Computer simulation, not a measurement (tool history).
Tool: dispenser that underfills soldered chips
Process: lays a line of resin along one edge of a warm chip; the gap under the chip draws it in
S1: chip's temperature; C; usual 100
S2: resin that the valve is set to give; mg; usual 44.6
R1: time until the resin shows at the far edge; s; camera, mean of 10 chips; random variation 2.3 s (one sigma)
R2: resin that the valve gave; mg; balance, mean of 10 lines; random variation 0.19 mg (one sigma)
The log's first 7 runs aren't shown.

{"hour": 26.9, "done": "new syringe of resin"}
{"run": 8, "hour": 26.9, "S1": 100, "S2": 44.6, "R1": 226.3, "R2": 43.35}
{"run": 9, "hour": 30.8, "S1": 100, "S2": 44.6, "R1": 270.4, "R2": 43.5}
{"run": 10, "hour": 35.4, "S1": 100, "S2": 44.6, "R1": 337.4, "R2": 43.61}
{"run": 11, "hour": 38.5, "S1": 100, "S2": 44.6, "R1": 392.3, "R2": 43.57}
{"hour": 42.6, "done": "new syringe of resin"}
{"run": 12, "hour": 42.6, "S1": 100, "S2": 44.6, "R1": 227.1, "R2": 43.28}
{"run": 13, "hour": 47.4, "S1": 100, "S2": 44.6, "R1": 280.7, "R2": 43.22}
{"run": 14, "hour": 51.3, "S1": 100, "S2": 44.6, "R1": 337.3, "R2": 42.92}
{"run": 15, "hour": 54.1, "S1": 100, "S2": 44.6, "R1": 381.1, "R2": 42.89}
{"hour": 58.2, "done": "new syringe of resin"}
{"run": 16, "hour": 58.2, "S1": 96, "S2": 44.6, "R1": 253.2, "R2": 43.16}
{"run": 17, "hour": 60.4, "S1": 96, "S2": 44.6, "R1": 284.2, "R2": 42.85}

Run 18 comes next. What will it give?
{"run": 18, "hour": 65.4, "S1": 96, "S2": 49.2, "R1": "?", "R2": "?"}

Run 18 gave R1 355.4 s, R2 47.30 mg.
Without the tool's hidden state the same run would have given R1 250.7 s, R2 49.28 mg.
